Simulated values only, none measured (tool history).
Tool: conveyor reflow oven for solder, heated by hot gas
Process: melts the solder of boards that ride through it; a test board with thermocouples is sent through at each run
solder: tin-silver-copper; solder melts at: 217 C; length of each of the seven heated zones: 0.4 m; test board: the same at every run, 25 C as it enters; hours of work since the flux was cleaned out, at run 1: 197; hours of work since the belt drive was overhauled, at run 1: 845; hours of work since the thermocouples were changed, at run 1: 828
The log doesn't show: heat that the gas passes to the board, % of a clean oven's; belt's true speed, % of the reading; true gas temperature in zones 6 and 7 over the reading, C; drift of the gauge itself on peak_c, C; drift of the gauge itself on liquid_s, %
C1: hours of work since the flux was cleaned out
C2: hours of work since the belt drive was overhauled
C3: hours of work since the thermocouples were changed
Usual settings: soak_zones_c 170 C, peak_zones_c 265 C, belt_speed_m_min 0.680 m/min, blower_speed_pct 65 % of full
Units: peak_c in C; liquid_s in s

run 1 hour=0.0 | soak_zones_c=170 peak_zones_c=265 belt_speed_m_min=0.680 blower_speed_pct=65 | C1=197 C2=845 C3=828 | peak_c=247.4 liquid_s=48.9
run 2 hour=39.1 | soak_zones_c=170 peak_zones_c=265 belt_speed_m_min=0.680 blower_speed_pct=65 | C1=213 C2=861 C3=844 | peak_c=247.2 liquid_s=48.7
run 3 hour=91.9 | soak_zones_c=170 peak_zones_c=256 belt_speed_m_min=0.680 blower_speed_pct=65 | C1=236 C2=884 C3=867 | peak_c=239.1 liquid_s=41.7
run 4 hour=158.3 | soak_zones_c=170 peak_zones_c=256 belt_speed_m_min=0.680 blower_speed_pct=65 | C1=264 C2=912 C3=895 | peak_c=239.0 liquid_s=41.4
-- hour=235.5 flux residue cleaned out of gas plates and filters
run 5 hour=235.5 | soak_zones_c=170 peak_zones_c=256 belt_speed_m_min=0.680 blower_speed_pct=65 | C1=0 C2=943 C3=926 | peak_c=240.6 liquid_s=43.7
run 6 hour=300.2 | soak_zones_c=170 peak_zones_c=256 belt_speed_m_min=0.680 blower_speed_pct=65 | C1=28 C2=971 C3=954 | peak_c=240.3 liquid_s=43.7
run 7 hour=341.9 | soak_zones_c=170 peak_zones_c=256 belt_speed_m_min=0.680 blower_speed_pct=65 | C1=46 C2=989 C3=972 | peak_c=240.6 liquid_s=43.3
-- hour=358.5 belt drive overhauled, speed set with a stopwatch
run 8 hour=388.2 | soak_zones_c=170 peak_zones_c=256 belt_speed_m_min=0.680 blower_speed_pct=65 | C1=64 C2=13 C3=990 | peak_c=240.3 liquid_s=43.6
-- hour=409.7 thermocouples of zones 6 and 7 changed
run 9 hour=456.6 | soak_zones_c=170 peak_zones_c=265 belt_speed_m_min=0.680 blower_speed_pct=65 | C1=92 C2=41 C3=20 | peak_c=249.7 liquid_s=51.1
run 10 hour=525.7 | soak_zones_c=170 peak_zones_c=265 belt_speed_m_min=0.727 blower_speed_pct=65 | C1=122 C2=71 C3=50 | peak_c=247.7 liquid_s=45.5
run 11 hour=560.3 | soak_zones_c=170 peak_zones_c=265 belt_speed_m_min=0.727 blower_speed_pct=65 | C1=136 C2=85 C3=64 | peak_c=247.5 liquid_s=45.4
run 12 hour=611.3 | soak_zones_c=170 peak_zones_c=265 belt_speed_m_min=0.680 blower_speed_pct=65 | C1=158 C2=107 C3=86 | peak_c=248.9 liquid_s=50.6
run 13 hour=676.6 | soak_zones_c=170 peak_zones_c=265 belt_speed_m_min=0.680 blower_speed_pct=65 | C1=186 C2=135 C3=114 | peak_c=249.1 liquid_s=50.4
run 14 hour=719.8 | soak_zones_c=170 peak_zones_c=265 belt_speed_m_min=0.680 blower_speed_pct=65 | C1=205 C2=154 C3=133 | peak_c=248.6 liquid_s=50.3
-- hour=760.2 belt drive overhauled, speed set with a stopwatch, once more
run 15 hour=786.3 | soak_zones_c=170 peak_zones_c=265 belt_speed_m_min=0.680 blower_speed_pct=54 | C1=231 C2=11 C3=159 | peak_c=244.9 liquid_s=45.0
run 16 hour=823.5 | soak_zones_c=170 peak_zones_c=268 belt_speed_m_min=0.745 blower_speed_pct=65 | C1=247 C2=27 C3=175 | peak_c=247.1 liquid_s=42.5
run 17 hour=862.0 | soak_zones_c=170 peak_zones_c=271 belt_speed_m_min=0.680 blower_speed_pct=65 | C1=264 C2=44 C3=192 | peak_c=252.8 liquid_s=51.7
run 18 hour=929.8 | soak_zones_c=164 peak_zones_c=265 belt_speed_m_min=0.629 blower_speed_pct=53 | C1=293 C2=73 C3=221 | peak_c=245.5 liquid_s=48.1
-- hour=942.3 flux residue cleaned out of gas plates and filters
run 19 hour=1005.3 | soak_zones_c=166 peak_zones_c=265 belt_speed_m_min=0.663 blower_speed_pct=65 | C1=27 C2=103 C3=251 | peak_c=249.5 liquid_s=49.8
run 20 hour=1074.6 | soak_zones_c=170 peak_zones_c=254 belt_speed_m_min=0.680 blower_speed_pct=55 | C1=57 C2=132 C3=281 | peak_c=236.5 liquid_s=37.4
run 21 hour=1125.0 | soak_zones_c=156 peak_zones_c=255 belt_speed_m_min=0.693 blower_speed_pct=80 | C1=78 C2=154 C3=302 | peak_c=239.9 liquid_s=37.9
run 22 hour=1168.0 | soak_zones_c=180 peak_zones_c=254 belt_speed_m_min=0.693 blower_speed_pct=80 | C1=97 C2=172 C3=321 | peak_c=242.5 liquid_s=48.0
run 23 hour=1250.0 | soak_zones_c=179 peak_zones_c=269 belt_speed_m_min=0.608 blower_speed_pct=53 | C1=132 C2=207 C3=356 | peak_c=253.4 liquid_s=62.4
run 24 hour=1297.8 | soak_zones_c=171 peak_zones_c=259 belt_speed_m_min=0.680 blower_speed_pct=74 | C1=152 C2=228 C3=376 | peak_c=244.5 liquid_s=46.9
run 25 hour=1344.8 | soak_zones_c=164 peak_zones_c=277 belt_speed_m_min=0.581 blower_speed_pct=74 | C1=172 C2=248 C3=396 | peak_c=264.1 liquid_s=67.9
run 26 hour=1378.8 | soak_zones_c=164 peak_zones_c=263 belt_speed_m_min=0.581 blower_speed_pct=74 | C1=187 C2=263 C3=411 | peak_c=251.0 liquid_s=59.7
run 27 hour=1422.4 | soak_zones_c=164 peak_zones_c=263 belt_speed_m_min=0.581 blower_speed_pct=74 | C1=205 C2=281 C3=430 | peak_c=250.9 liquid_s=59.6

4 ways to go on from here, each from the tool as it stands after run 27. What would each give?
run A hour=1465.6 | soak_zones_c=180 peak_zones_c=265 belt_speed_m_min=0.680 blower_speed_pct=65 | C1=224 C2=300 C3=448 | peak_c=? liquid_s=?
run B hour=1465.6 | soak_zones_c=165 peak_zones_c=265 belt_speed_m_min=0.680 blower_speed_pct=65 | C1=224 C2=300 C3=448 | peak_c=? liquid_s=?
run C hour=1465.6 | soak_zones_c=164 peak_zones_c=257 belt_speed_m_min=0.581 blower_speed_pct=74 | C1=224 C2=300 C3=448 | peak_c=? liquid_s=?
run D hour=1465.6 | soak_zones_c=170 peak_zones_c=265 belt_speed_m_min=0.680 blower_speed_pct=85 | C1=224 C2=300 C3=448 | peak_c=? liquid_s=?

run=A peak_c=248.8 liquid_s=52.8
run=B peak_c=246.2 liquid_s=45.8
run=C peak_c=245.5 liquid_s=54.9
run=D peak_c=250.9 liquid_s=51.6
Without the tool's hidden state the same runs would have given:
run=A peak_c=251.8 liquid_s=55.2
run=B peak_c=249.4 liquid_s=48.6
run=C peak_c=248.4 liquid_s=58.1
run=D peak_c=254.2 liquid_s=54.1
